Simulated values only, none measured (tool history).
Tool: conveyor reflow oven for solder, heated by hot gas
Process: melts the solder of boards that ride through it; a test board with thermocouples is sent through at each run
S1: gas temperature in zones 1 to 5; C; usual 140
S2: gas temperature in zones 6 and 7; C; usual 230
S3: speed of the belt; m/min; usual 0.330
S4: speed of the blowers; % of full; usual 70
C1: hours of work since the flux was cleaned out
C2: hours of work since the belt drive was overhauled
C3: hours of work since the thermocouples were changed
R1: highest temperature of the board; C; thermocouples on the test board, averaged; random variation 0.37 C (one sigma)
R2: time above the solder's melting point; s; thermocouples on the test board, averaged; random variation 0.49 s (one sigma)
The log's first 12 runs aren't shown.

| run | hour | S1 | S2 | S3 | S4 | C1 | C2 | C3 | R1 | R2 |
|---|---|---|---|---|---|---|---|---|---|---|
| 13 | 496.6 | 140 | 245 | 0.330 | 70 | 404 | 391 | 532 | 223.5 | 89.6 |
| 14 | 531.5 | 140 | 245 | 0.330 | 70 | 423 | 410 | 551 | 223.0 | 87.5 |
| 15 | 567.7 | 140 | 245 | 0.330 | 70 | 443 | 430 | 572 | 222.6 | 88.6 |
|  | 603.4 | flux residue cleaned out of gas plates and filters |
| 16 | 631.8 | 140 | 230 | 0.330 | 70 | 16 | 463 | 604 | 214.3 | 79.9 |
| 17 | 666.2 | 140 | 230 | 0.330 | 70 | 35 | 482 | 623 | 213.7 | 79.4 |
| 18 | 702.0 | 133 | 223 | 0.263 | 51 | 55 | 502 | 643 | 207.7 | 85.3 |
| 19 | 739.9 | 133 | 223 | 0.263 | 51 | 76 | 523 | 664 | 207.2 | 85.8 |
| 20 | 775.7 | 133 | 223 | 0.263 | 51 | 96 | 543 | 684 | 207.8 | 85.7 |
| 21 | 821.1 | 140 | 230 | 0.327 | 73 | 121 | 568 | 709 | 214.6 | 81.6 |
| 22 | 847.9 | 140 | 233 | 0.327 | 73 | 136 | 583 | 724 | 218.1 | 84.4 |
| 23 | 881.4 | 129 | 233 | 0.327 | 81 | 154 | 601 | 743 | 217.3 | 80.1 |
| 24 | 933.7 | 129 | 233 | 0.327 | 81 | 183 | 630 | 772 | 217.0 | 79.9 |
|  | 983.7 | thermocouples of zones 6 and 7 changed |
| 25 | 983.7 | 129 | 233 | 0.327 | 81 | 210 | 657 | 0 | 216.4 | 78.5 |
| 26 | 1020.3 | 130 | 230 | 0.328 | 53 | 230 | 677 | 20 | 203.8 | 56.4 |
| 27 | 1079.0 | 142 | 230 | 0.312 | 70 | 263 | 710 | 53 | 213.8 | 85.4 |
| 28 | 1119.2 | 140 | 245 | 0.330 | 70 | 285 | 732 | 75 | 224.5 | 91.1 |
| 29 | 1174.0 | 132 | 227 | 0.330 | 75 | 315 | 763 | 106 | 207.9 | 67.9 |
| 30 | 1219.3 | 146 | 227 | 0.330 | 75 | 341 | 788 | 131 | 211.2 | 79.5 |
| 31 | 1261.2 | 147 | 235 | 0.293 | 51 | 364 | 811 | 154 | 215.0 | 93.6 |

4 ways to go on from here, each from the tool as it stands after run 31. What would each give?
| A | 1290.0 | 140 | 239 | 0.263 | 55 | 380 | 827 | 170 | ? | ? |
| B | 1290.0 | 148 | 232 | 0.273 | 70 | 380 | 827 | 170 | ? | ? |
| C | 1290.0 | 129 | 236 | 0.330 | 70 | 380 | 827 | 170 | ? | ? |
| D | 1290.0 | 146 | 230 | 0.264 | 86 | 380 | 827 | 170 | ? | ? |

| run | R1 | R2 |
|---|---|---|
| A | 221.0 | 111.7 |
| B | 220.0 | 110.9 |
| C | 213.0 | 72.8 |
| D | 220.9 | 117.1 |
Without the tool's hidden state the same runs would have given:
| run | R1 | R2 |
|---|---|---|
| A | 222.8 | 112.0 |
| B | 221.9 | 111.4 |
| C | 216.1 | 76.0 |
| D | 222.7 | 117.5 |
